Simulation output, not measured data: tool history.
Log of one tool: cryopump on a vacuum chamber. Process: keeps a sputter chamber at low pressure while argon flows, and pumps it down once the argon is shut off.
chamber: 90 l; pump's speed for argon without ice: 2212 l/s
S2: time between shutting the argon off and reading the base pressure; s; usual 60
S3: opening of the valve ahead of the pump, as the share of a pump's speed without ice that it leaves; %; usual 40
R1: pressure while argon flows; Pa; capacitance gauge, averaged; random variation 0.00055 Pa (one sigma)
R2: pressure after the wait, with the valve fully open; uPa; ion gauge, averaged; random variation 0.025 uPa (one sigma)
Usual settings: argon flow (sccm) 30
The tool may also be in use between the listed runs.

run 1 hour=0.0 | argon_flow_(sccm)=30 S2=60 S3=40 | R1=0.0581 R2=1.19
run 2 hour=31.5 | argon_flow_(sccm)=30 S2=60 S3=40 | R1=0.0583 R2=1.14
run 3 hour=76.2 | argon_flow_(sccm)=30 S2=60 S3=40 | R1=0.0586 R2=1.14
run 4 hour=101.8 | argon_flow_(sccm)=30 S2=60 S3=40 | R1=0.0591 R2=1.18
run 5 hour=134.5 | argon_flow_(sccm)=30 S2=60 S3=40 | R1=0.0594 R2=1.15
run 6 hour=165.3 | argon_flow_(sccm)=30 S2=60 S3=40 | R1=0.0599 R2=1.18
run 7 hour=208.1 | argon_flow_(sccm)=30 S2=60 S3=40 | R1=0.0601 R2=1.20
run 8 hour=247.7 | argon_flow_(sccm)=30 S2=60 S3=39 | R1=0.0609 R2=1.28
run 9 hour=282.6 | argon_flow_(sccm)=30 S2=60 S3=39 | R1=0.0616 R2=1.23
run 10 hour=312.0 | argon_flow_(sccm)=30 S2=60 S3=43 | R1=0.0559 R2=1.27
run 11 hour=359.0 | argon_flow_(sccm)=30 S2=60 S3=34 | R1=0.0717 R2=1.29
run 12 hour=383.4 | argon_flow_(sccm)=30 S2=60 S3=34 | R1=0.0710 R2=1.28
run 13 hour=403.7 | argon_flow_(sccm)=30 S2=60 S3=34 | R1=0.0709 R2=1.29
-- hour=430.4 pump warmed up, emptied and cooled again
run 14 hour=444.2 | argon_flow_(sccm)=30 S2=46 S3=34 | R1=0.0686 R2=1.58
run 15 hour=478.7 | argon_flow_(sccm)=30 S2=46 S3=34 | R1=0.0687 R2=1.51
run 16 hour=498.7 | argon_flow_(sccm)=30 S2=130 S3=40 | R1=0.0581 R2=0.76
run 17 hour=534.9 | argon_flow_(sccm)=30 S2=26 S3=40 | R1=0.0583 R2=2.52
run 18 hour=568.1 | argon_flow_(sccm)=42 S2=50 S3=53 | R1=0.0609 R2=1.48
run 19 hour=613.9 | argon_flow_(sccm)=42 S2=50 S3=19 | R1=0.1706 R2=1.51
run 20 hour=634.9 | argon_flow_(sccm)=14 S2=43 S3=48 | R1=0.0235 R2=1.72
run 21 hour=666.5 | argon_flow_(sccm)=14 S2=43 S3=48 | R1=0.0226 R2=1.71
run 22 hour=695.4 | argon_flow_(sccm)=14 S2=43 S3=48 | R1=0.0231 R2=1.69
run 23 hour=738.0 | argon_flow_(sccm)=17 S2=60 S3=40 | R1=0.0341 R2=1.38
run 24 hour=765.3 | argon_flow_(sccm)=21 S2=140 S3=17 | R1=0.0953 R2=0.86
run 25 hour=798.7 | argon_flow_(sccm)=21 S2=140 S3=17 | R1=0.0952 R2=0.91
run 26 hour=839.3 | argon_flow_(sccm)=14 S2=21 S3=40 | R1=0.0278 R2=3.03
run 27 hour=887.8 | argon_flow_(sccm)=17 S2=202 S3=17 | R1=0.0787 R2=0.76
run 28 hour=917.0 | argon_flow_(sccm)=30 S2=113 S3=15 | R1=0.1557 R2=1.02
run 29 hour=956.9 | argon_flow_(sccm)=14 S2=60 S3=40 | R1=0.0276 R2=1.47
run 30 hour=998.8 | argon_flow_(sccm)=35 S2=86 S3=57 | R1=0.0506 R2=1.20
run 31 hour=1044.4 | argon_flow_(sccm)=30 S2=145 S3=40 | R1=0.0605 R2=1.00
run 32 hour=1069.5 | argon_flow_(sccm)=30 S2=145 S3=40 | R1=0.0616 R2=0.97
run 33 hour=1099.3 | argon_flow_(sccm)=30 S2=60 S3=21 | R1=0.1117 R2=1.52
run 34 hour=1141.6 | argon_flow_(sccm)=18 S2=229 S3=48 | R1=0.0302 R2=0.88

4 ways to go on from here, each from the tool as it stands after run 34. What would each give?
run A hour=1162.2 | argon_flow_(sccm)=17 S2=142 S3=19 | R1=? R2=?
run B hour=1162.2 | argon_flow_(sccm)=39 S2=63 S3=36 | R1=? R2=?
run C hour=1162.2 | argon_flow_(sccm)=30 S2=118 S3=40 | R1=? R2=?
run D hour=1162.2 | argon_flow_(sccm)=30 S2=60 S3=40 | R1=? R2=?

run=A R1=0.0707 R2=1.00
run=B R1=0.0872 R2=1.55
run=C R1=0.0616 R2=1.06
run=D R1=0.0615 R2=1.58
Without the tool's hidden state the same runs would have given:
run=A R1=0.0687 R2=0.48
run=B R1=0.0825 R2=1.03
run=C R1=0.0580 R2=0.55
run=D R1=0.0579 R2=1.06
